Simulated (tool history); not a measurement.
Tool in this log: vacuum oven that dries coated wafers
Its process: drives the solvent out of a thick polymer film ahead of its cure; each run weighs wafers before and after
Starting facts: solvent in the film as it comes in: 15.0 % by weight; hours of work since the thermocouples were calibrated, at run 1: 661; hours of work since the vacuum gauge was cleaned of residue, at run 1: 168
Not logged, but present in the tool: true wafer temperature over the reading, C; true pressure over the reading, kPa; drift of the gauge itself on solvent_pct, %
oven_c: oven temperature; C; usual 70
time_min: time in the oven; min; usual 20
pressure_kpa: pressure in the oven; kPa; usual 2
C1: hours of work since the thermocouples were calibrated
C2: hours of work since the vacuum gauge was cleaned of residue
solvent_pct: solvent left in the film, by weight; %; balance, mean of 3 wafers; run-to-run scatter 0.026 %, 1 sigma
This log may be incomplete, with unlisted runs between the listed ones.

run 1 hour=0 | oven_c=70 time_min=20 pressure_kpa=2 | C1=661 C2=168 | solvent_pct=2.37
run 2 hour=7.6 | oven_c=70 time_min=20 pressure_kpa=2 | C1=664 C2=172 | solvent_pct=2.44
run 3 hour=15.6 | oven_c=70 time_min=18 pressure_kpa=2 | C1=667 C2=175 | solvent_pct=2.7
run 4 hour=27.8 | oven_c=70 time_min=20 pressure_kpa=1.42 | C1=673 C2=181 | solvent_pct=2.15
run 5 hour=41.2 | oven_c=70 time_min=20 pressure_kpa=1.42 | C1=679 C2=186 | solvent_pct=2.14
run 6 hour=51.1 | oven_c=70 time_min=20 pressure_kpa=2 | C1=683 C2=191 | solvent_pct=2.39
run 7 hour=58 | oven_c=70 time_min=34 pressure_kpa=2 | C1=686 C2=194 | solvent_pct=1.33
run 8 hour=71.5 | oven_c=70 time_min=20 pressure_kpa=2 | C1=692 C2=200 | solvent_pct=2.4
run 9 hour=77.7 | oven_c=70 time_min=20 pressure_kpa=2.42 | C1=695 C2=202 | solvent_pct=2.56
run 10 hour=88 | oven_c=70 time_min=11 pressure_kpa=2 | C1=699 C2=207 | solvent_pct=4.55
run 11 hour=98.2 | oven_c=70 time_min=11 pressure_kpa=2 | C1=704 C2=211 | solvent_pct=4.53
run 12 hour=104.8 | oven_c=70 time_min=11 pressure_kpa=2 | C1=706 C2=214 | solvent_pct=4.59
run 13 hour=114.8 | oven_c=70 time_min=11 pressure_kpa=2 | C1=711 C2=219 | solvent_pct=4.55
run 14 hour=124.3 | oven_c=70 time_min=20 pressure_kpa=2 | C1=715 C2=223 | solvent_pct=2.39
run 15 hour=130.8 | oven_c=70 time_min=20 pressure_kpa=2 | C1=718 C2=226 | solvent_pct=2.37

Estimate the outcome of run 16 from the log above:
run 16 hour=141.6 | oven_c=84 time_min=25 pressure_kpa=1.67 | C1=723 C2=230 | solvent_pct=?

Run 16 measured solvent_pct 0.52 %.
The same run, on a tool lacking any hidden state, would have yielded solvent_pct 0.49 %.
